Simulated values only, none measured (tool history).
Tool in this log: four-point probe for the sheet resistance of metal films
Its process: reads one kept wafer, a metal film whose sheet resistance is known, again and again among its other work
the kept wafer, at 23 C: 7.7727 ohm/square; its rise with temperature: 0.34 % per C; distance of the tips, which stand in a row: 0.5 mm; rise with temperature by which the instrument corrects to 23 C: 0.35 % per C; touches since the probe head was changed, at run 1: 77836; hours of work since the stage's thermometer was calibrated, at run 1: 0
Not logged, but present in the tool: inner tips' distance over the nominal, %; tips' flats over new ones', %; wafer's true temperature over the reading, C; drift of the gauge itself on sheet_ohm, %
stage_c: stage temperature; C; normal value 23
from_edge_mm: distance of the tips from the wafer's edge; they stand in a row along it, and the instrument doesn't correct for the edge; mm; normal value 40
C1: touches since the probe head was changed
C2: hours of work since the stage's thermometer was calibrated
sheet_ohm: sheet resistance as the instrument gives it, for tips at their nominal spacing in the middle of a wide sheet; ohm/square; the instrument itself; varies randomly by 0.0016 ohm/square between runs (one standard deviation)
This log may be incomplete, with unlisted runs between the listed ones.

run 1 hour=0 | stage_c=23 from_edge_mm=40 | C1=77836 C2=0 | sheet_ohm=7.80398
run 2 hour=98.9 | stage_c=23 from_edge_mm=40 | C1=79177 C2=57 | sheet_ohm=7.802783
run 3 hour=198.3 | stage_c=23 from_edge_mm=40 | C1=80525 C2=114 | sheet_ohm=7.805744
run 4 hour=276.9 | stage_c=23 from_edge_mm=40 | C1=81591 C2=159 | sheet_ohm=7.804872
run 5 hour=352 | stage_c=27 from_edge_mm=40 | C1=82608 C2=202 | sheet_ohm=7.799444
run 6 hour=435.6 | stage_c=27 from_edge_mm=40 | C1=83743 C2=250 | sheet_ohm=7.800576
run 7 hour=581.6 | stage_c=27 from_edge_mm=40 | C1=85721 C2=333 | sheet_ohm=7.80099
run 8 hour=664.1 | stage_c=19 from_edge_mm=40 | C1=86840 C2=381 | sheet_ohm=7.80843
run 9 hour=749.6 | stage_c=19 from_edge_mm=40 | C1=88000 C2=430 | sheet_ohm=7.813815
run 10 hour=839 | stage_c=23 from_edge_mm=39 | C1=89211 C2=481 | sheet_ohm=7.810852
run 11 hour=940.5 | stage_c=22 from_edge_mm=40 | C1=90588 C2=539 | sheet_ohm=7.809636
run 12 hour=1027.1 | stage_c=22 from_edge_mm=40 | C1=91762 C2=589 | sheet_ohm=7.810619
run 13 hour=1167.2 | stage_c=22 from_edge_mm=40 | C1=93662 C2=669 | sheet_ohm=7.81268
run 14 hour=1285 | stage_c=34 from_edge_mm=5 | C1=95259 C2=736 | sheet_ohm=7.838505
run 15 hour=1405.7 | stage_c=25 from_edge_mm=4 | C1=96896 C2=806 | sheet_ohm=7.877001
run 16 hour=1550.5 | stage_c=28 from_edge_mm=17 | C1=98859 C2=889 | sheet_ohm=7.81022
run 17 hour=1616.5 | stage_c=31 from_edge_mm=23 | C1=99754 C2=926 | sheet_ohm=7.804622
run 18 hour=1688.6 | stage_c=19 from_edge_mm=23 | C1=100732 C2=968 | sheet_ohm=7.820052
run 19 hour=1822.1 | stage_c=22 from_edge_mm=14 | C1=102542 C2=1044 | sheet_ohm=7.822856
run 20 hour=1936.8 | stage_c=22 from_edge_mm=14 | C1=104096 C2=1110 | sheet_ohm=7.821421
run 21 hour=2039.3 | stage_c=22 from_edge_mm=14 | C1=105487 C2=1169 | sheet_ohm=7.821413
run 22 hour=2105.4 | stage_c=26 from_edge_mm=17 | C1=106383 C2=1207 | sheet_ohm=7.815609
run 23 hour=2194.3 | stage_c=26 from_edge_mm=17 | C1=107589 C2=1258 | sheet_ohm=7.817241
run 24 hour=2334 | stage_c=18 from_edge_mm=9 | C1=109483 C2=1338 | sheet_ohm=7.836836
run 25 hour=2449.9 | stage_c=19 from_edge_mm=4 | C1=111054 C2=1404 | sheet_ohm=7.886956

Here are 3 independent what-if runs from the current tool condition. What would each one return?
run A hour=2578.8 | stage_c=19 from_edge_mm=46 | C1=112802 C2=1478 | sheet_ohm=?
run B hour=2578.8 | stage_c=19 from_edge_mm=5 | C1=112802 C2=1478 | sheet_ohm=?
run C hour=2578.8 | stage_c=20 from_edge_mm=25 | C1=112802 C2=1478 | sheet_ohm=?

run=A sheet_ohm=7.824372
run=B sheet_ohm=7.867693
run=C sheet_ohm=7.824754
Without the tool's hidden state the same runs would have given:
run=A sheet_ohm=7.777323
run=B sheet_ohm=7.820403
run=C sheet_ohm=7.777698

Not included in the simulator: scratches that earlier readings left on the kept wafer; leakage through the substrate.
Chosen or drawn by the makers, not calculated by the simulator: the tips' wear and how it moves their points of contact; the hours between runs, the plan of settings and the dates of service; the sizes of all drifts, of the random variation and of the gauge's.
